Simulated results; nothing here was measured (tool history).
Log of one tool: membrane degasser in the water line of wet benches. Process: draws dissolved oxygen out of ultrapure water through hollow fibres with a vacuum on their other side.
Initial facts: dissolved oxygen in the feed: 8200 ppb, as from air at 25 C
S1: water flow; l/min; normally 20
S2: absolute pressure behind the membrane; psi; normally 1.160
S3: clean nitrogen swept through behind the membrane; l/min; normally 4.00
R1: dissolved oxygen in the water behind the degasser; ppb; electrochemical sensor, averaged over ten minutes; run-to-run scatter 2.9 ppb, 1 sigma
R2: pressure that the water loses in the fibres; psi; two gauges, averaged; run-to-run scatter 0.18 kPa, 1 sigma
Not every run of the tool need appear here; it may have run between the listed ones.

Run 1, day 0.000: usual settings. Result: R1 290.7 ppb, R2 4.569 psi.
Run 2, day 1.942: usual settings. Result: R1 283.6 ppb, R2 4.572 psi.
Run 3, day 3.325: usual settings. Result: R1 284.6 ppb, R2 4.588 psi.
Run 4, day 4.812: usual settings but S2 1.671 psi. Result: R1 331.4 ppb, R2 4.561 psi.
Run 5, day 7.321: usual settings. Result: R1 288.7 ppb, R2 4.596 psi.
Run 6, day 8.588: usual settings. Result: R1 288.3 ppb, R2 4.569 psi.
Run 7, day 10.750: usual settings. Result: R1 287.2 ppb, R2 4.585 psi.
Run 8, day 13.312: usual settings. Result: R1 286.9 ppb, R2 4.621 psi.
Run 9, day 15.667: usual settings. Result: R1 290.8 ppb, R2 4.563 psi.
Run 10, day 16.850: usual settings. Result: R1 287.4 ppb, R2 4.537 psi.
Run 11, day 19.042: usual settings. Result: R1 281.9 ppb, R2 4.559 psi.
Run 12, day 20.817: usual settings. Result: R1 287.7 ppb, R2 4.570 psi.
Run 13, day 22.388: usual settings. Result: R1 280.5 ppb, R2 4.588 psi.
Run 14, day 24.079: usual settings. Result: R1 289.4 ppb, R2 4.617 psi.
Run 15, day 26.362: usual settings. Result: R1 287.3 ppb, R2 4.596 psi.
Run 16, day 28.542: usual settings. Result: R1 287.7 ppb, R2 4.577 psi.
Run 17, day 31.025: usual settings. Result: R1 287.8 ppb, R2 4.528 psi.
Run 18, day 32.904: usual settings. Result: R1 282.0 ppb, R2 4.559 psi.
Run 19, day 34.475: usual settings but S1 17 l/min, S2 1.166 psi, S3 2.25 l/min. Result: R1 258.4 ppb, R2 3.894 psi.
Run 20, day 36.167: usual settings but S1 17 l/min, S2 1.166 psi, S3 2.25 l/min. Result: R1 259.0 ppb, R2 3.891 psi.
Run 21, day 38.346: usual settings but S1 17 l/min, S2 1.166 psi, S3 2.25 l/min. Result: R1 258.3 ppb, R2 3.894 psi.
Run 22, day 40.100: usual settings but S1 13 l/min, S3 4.19 l/min. Result: R1 147.9 ppb, R2 2.967 psi.
Run 23, day 42.629: usual settings but S1 18 l/min, S3 5.16 l/min. Result: R1 233.5 ppb, R2 4.109 psi.
Run 24, day 43.996: usual settings but S1 25 l/min, S2 2.896 psi, S3 1.67 l/min. Result: R1 826.5 ppb, R2 5.697 psi.
Run 25, day 45.371: usual settings but S1 29 l/min, S2 2.896 psi, S3 1.67 l/min. Result: R1 953.6 ppb, R2 6.656 psi.
Run 26, day 47.912: usual settings but S1 22 l/min, S2 1.020 psi. Result: R1 313.5 ppb, R2 5.013 psi.
Run 27, day 49.396: usual settings but S1 22 l/min, S2 1.020 psi. Result: R1 310.6 ppb, R2 5.023 psi.
Run 28, day 50.967: usual settings but S1 13 l/min. Result: R1 151.1 ppb, R2 3.015 psi.
Run 29, day 52.675: usual settings but S1 13 l/min, S3 6.94 l/min. Result: R1 135.1 ppb, R2 2.973 psi.
Run 30, day 55.000: usual settings but S1 29 l/min, S2 2.129 psi, S3 2.50 l/min. Result: R1 668.8 ppb, R2 6.657 psi.
Run 31, day 57.117: usual settings but S1 13 l/min, S2 2.667 psi. Result: R1 231.9 ppb, R2 2.969 psi.

Not shown here: 1 entry made in the log between runs. Locate each between two listed runs and compare the hidden state at the listed run before it with the hidden state at the listed run after it:
Logged between run 29 and run 30: seals of the vacuum lines changed (day 53.696)
  air that leaks in behind the membrane, l/min: 0.0022 -> 0.002
